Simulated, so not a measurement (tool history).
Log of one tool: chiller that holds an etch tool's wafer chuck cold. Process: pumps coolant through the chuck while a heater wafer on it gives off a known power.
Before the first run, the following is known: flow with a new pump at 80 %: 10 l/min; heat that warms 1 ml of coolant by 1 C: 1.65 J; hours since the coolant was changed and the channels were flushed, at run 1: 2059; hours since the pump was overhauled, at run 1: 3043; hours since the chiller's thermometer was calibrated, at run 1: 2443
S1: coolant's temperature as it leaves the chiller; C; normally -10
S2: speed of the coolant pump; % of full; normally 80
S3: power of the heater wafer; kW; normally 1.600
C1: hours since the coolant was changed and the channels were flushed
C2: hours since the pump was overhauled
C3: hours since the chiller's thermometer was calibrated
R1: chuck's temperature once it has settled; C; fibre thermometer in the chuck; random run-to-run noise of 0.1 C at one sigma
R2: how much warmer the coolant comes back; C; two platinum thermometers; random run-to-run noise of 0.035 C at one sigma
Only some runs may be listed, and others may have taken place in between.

run 1 hour=0.0 | S1=-10 S2=80 S3=1.600 | C1=2059 C2=3043 C3=2443 | R1=4.4 R2=6.44
run 2 hour=90.0 | S1=-10 S2=80 S3=1.600 | C1=2149 C2=3133 C3=2533 | R1=4.6 R2=6.39
run 3 hour=136.4 | S1=-10 S2=80 S3=1.600 | C1=2195 C2=3179 C3=2580 | R1=4.9 R2=6.42
run 4 hour=243.2 | S1=-10 S2=80 S3=1.600 | C1=2302 C2=3286 C3=2687 | R1=4.8 R2=6.46
run 5 hour=322.1 | S1=-10 S2=91 S3=1.600 | C1=2381 C2=3365 C3=2766 | R1=3.3 R2=5.72
run 6 hour=423.2 | S1=-10 S2=91 S3=1.600 | C1=2482 C2=3466 C3=2867 | R1=3.5 R2=5.69
run 7 hour=528.2 | S1=-10 S2=91 S3=1.600 | C1=2587 C2=3571 C3=2972 | R1=3.2 R2=5.70
-- hour=567.9 chiller's thermometer calibrated
run 8 hour=627.5 | S1=-10 S2=91 S3=1.600 | C1=2685 C2=3669 C3=60 | R1=4.3 R2=5.70
run 9 hour=673.5 | S1=-10 S2=91 S3=1.232 | C1=2731 C2=3715 C3=106 | R1=1.2 R2=4.41
run 10 hour=773.7 | S1=-10 S2=91 S3=1.232 | C1=2832 C2=3815 C3=206 | R1=1.0 R2=4.47
run 11 hour=861.1 | S1=-10 S2=80 S3=1.895 | C1=2919 C2=3903 C3=293 | R1=9.2 R2=7.79
run 12 hour=912.6 | S1=0 S2=80 S3=1.895 | C1=2971 C2=3954 C3=345 | R1=19.0 R2=7.78
run 13 hour=1000.8 | S1=-1 S2=89 S3=1.001 | C1=3059 C2=4042 C3=433 | R1=8.2 R2=3.70
run 14 hour=1077.1 | S1=-17 S2=80 S3=1.770 | C1=3135 C2=4119 C3=509 | R1=0.9 R2=7.29
-- hour=1118.0 coolant changed, channels flushed
run 15 hour=1146.6 | S1=-5 S2=76 S3=0.960 | C1=29 C2=4182 C3=573 | R1=3.8 R2=4.19
run 16 hour=1241.3 | S1=-5 S2=76 S3=0.960 | C1=123 C2=4277 C3=667 | R1=4.0 R2=4.14
run 17 hour=1317.2 | S1=-5 S2=76 S3=1.295 | C1=199 C2=4353 C3=743 | R1=7.1 R2=5.69
run 18 hour=1362.3 | S1=-1 S2=80 S3=1.117 | C1=244 C2=4398 C3=788 | R1=9.0 R2=4.78
run 19 hour=1430.5 | S1=-6 S2=77 S3=2.164 | C1=312 C2=4466 C3=857 | R1=14.1 R2=9.48
run 20 hour=1515.2 | S1=-1 S2=96 S3=1.825 | C1=397 C2=4551 C3=941 | R1=13.1 R2=6.34

How the hidden state differs across the entries between the runs, from the last listed run before each to the first after it:
Between runs 7 and 8: chiller's thermometer calibrated (hour 567.9)
  heat passed by the chuck's channels, % of clean ones': 86.1 -> 85.7; flow at a given pump speed, % of a new pump's: 88.9 -> 88.6; coolant's true temperature over the reading, C: -0.75 -> 0.01
  measured value less the no-hidden-state value, R1: +1.9 -> +2.7 C; R2: +0.64 -> +0.66 C
Between runs 14 and 15: coolant changed, channels flushed (hour 1118.0)
  heat passed by the chuck's channels, % of clean ones': 83.4 -> 99.1; flow at a given pump speed, % of a new pump's: 87.3 -> 87.1; coolant's true temperature over the reading, C: -0.1 -> -0.12
  measured value less the no-hidden-state value, R1: +3.7 -> +0.8 C; R2: +0.92 -> +0.54 C
